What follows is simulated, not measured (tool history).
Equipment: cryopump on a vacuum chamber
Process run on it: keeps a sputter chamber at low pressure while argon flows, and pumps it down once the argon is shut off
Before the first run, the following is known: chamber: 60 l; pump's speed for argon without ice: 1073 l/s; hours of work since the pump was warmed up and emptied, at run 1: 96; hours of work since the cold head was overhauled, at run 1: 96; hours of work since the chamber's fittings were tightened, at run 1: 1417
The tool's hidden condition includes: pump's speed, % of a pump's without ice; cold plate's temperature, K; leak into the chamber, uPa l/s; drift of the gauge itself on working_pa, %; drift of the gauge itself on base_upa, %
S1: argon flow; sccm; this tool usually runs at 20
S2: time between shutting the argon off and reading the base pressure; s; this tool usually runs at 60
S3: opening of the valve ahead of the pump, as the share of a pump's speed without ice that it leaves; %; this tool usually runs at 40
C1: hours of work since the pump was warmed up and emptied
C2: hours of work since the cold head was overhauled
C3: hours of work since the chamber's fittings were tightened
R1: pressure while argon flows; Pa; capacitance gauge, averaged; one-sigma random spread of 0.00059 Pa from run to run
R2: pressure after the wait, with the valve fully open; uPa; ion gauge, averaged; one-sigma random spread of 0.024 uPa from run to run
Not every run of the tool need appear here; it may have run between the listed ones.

Run 1, day 0: usual settings; C1 96; C2 96; C3 1417. Result: R1 0.0808 Pa, R2 1.56 uPa.
Run 2, day 0.65: usual settings; C1 104; C2 104; C3 1425. Result: R1 0.0802 Pa, R2 1.58 uPa.
Run 3, day 1.067: usual settings; C1 109; C2 109; C3 1430. Result: R1 0.082 Pa, R2 1.52 uPa.
Run 4, day 1.512: usual settings but S1 8 sccm; C1 114; C2 114; C3 1435. Result: R1 0.0327 Pa, R2 1.58 uPa.
Run 5, day 2.117: usual settings but S1 8 sccm; C1 122; C2 122; C3 1443. Result: R1 0.0321 Pa, R2 1.56 uPa.
Run 6, day 2.454: usual settings but S1 8 sccm; C1 126; C2 126; C3 1447. Result: R1 0.0325 Pa, R2 1.62 uPa.
Run 7, day 2.821: usual settings but S1 16 sccm; C1 131; C2 131; C3 1452. Result: R1 0.0643 Pa, R2 1.64 uPa.
Run 8, day 3.421: usual settings but S1 16 sccm; C1 138; C2 138; C3 1459. Result: R1 0.065 Pa, R2 1.65 uPa.
Run 9, day 4.196: usual settings but S1 39 sccm; C1 148; C2 148; C3 1469. Result: R1 0.1598 Pa, R2 1.6 uPa.
Run 10, day 4.546: usual settings but S1 10 sccm, S2 24 s, S3 30 %; C1 152; C2 152; C3 1473. Result: R1 0.0539 Pa, R2 2.45 uPa.
Run 11, day 4.967: usual settings but S1 13 sccm, S2 24 s, S3 17 %; C1 157; C2 157; C3 1478. Result: R1 0.1222 Pa, R2 2.52 uPa.
Run 12, day 5.525: usual settings but S1 13 sccm, S2 72 s, S3 43 %; C1 164; C2 164; C3 1485. Result: R1 0.0499 Pa, R2 1.58 uPa.
Run 13, day 6.262: usual settings but S1 13 sccm, S2 72 s, S3 43 %; C1 173; C2 173; C3 1494. Result: R1 0.0497 Pa, R2 1.58 uPa.
Run 14, day 7.004: usual settings but S1 29 sccm, S2 236 s, S3 53 %; C1 183; C2 183; C3 1504. Result: R1 0.0907 Pa, R2 1.22 uPa.
Run 15, day 7.367: usual settings but S1 29 sccm, S2 236 s, S3 53 %; C1 187; C2 187; C3 1508. Result: R1 0.0904 Pa, R2 1.21 uPa.

3 ways to go on from here, each from the tool as it stands after run 15. What would each give?
Run A, day 7.792: usual settings but S1 34 sccm, S2 186 s, S3 26 %; C1 192; C2 192; C3 1513. Result: R1 ?, R2 ?.
Run B, day 7.792: usual settings but S1 29 sccm, S2 236 s, S3 32 %; C1 192; C2 192; C3 1513. Result: R1 ?, R2 ?.
Run C, day 7.792: usual settings but S1 14 sccm, S2 105 s, S3 17 %; C1 192; C2 192; C3 1513. Result: R1 ?, R2 ?.

run      R1    R2
  A  0.2124  1.25
  B  0.1472  1.23
  C  0.1332   1.4
Take away the tool's hidden state, keep each run's random variation, and the runs would have read:
run      R1    R2
  A  0.2063  0.46
  B  0.1419  0.44
  C  0.1306  0.59

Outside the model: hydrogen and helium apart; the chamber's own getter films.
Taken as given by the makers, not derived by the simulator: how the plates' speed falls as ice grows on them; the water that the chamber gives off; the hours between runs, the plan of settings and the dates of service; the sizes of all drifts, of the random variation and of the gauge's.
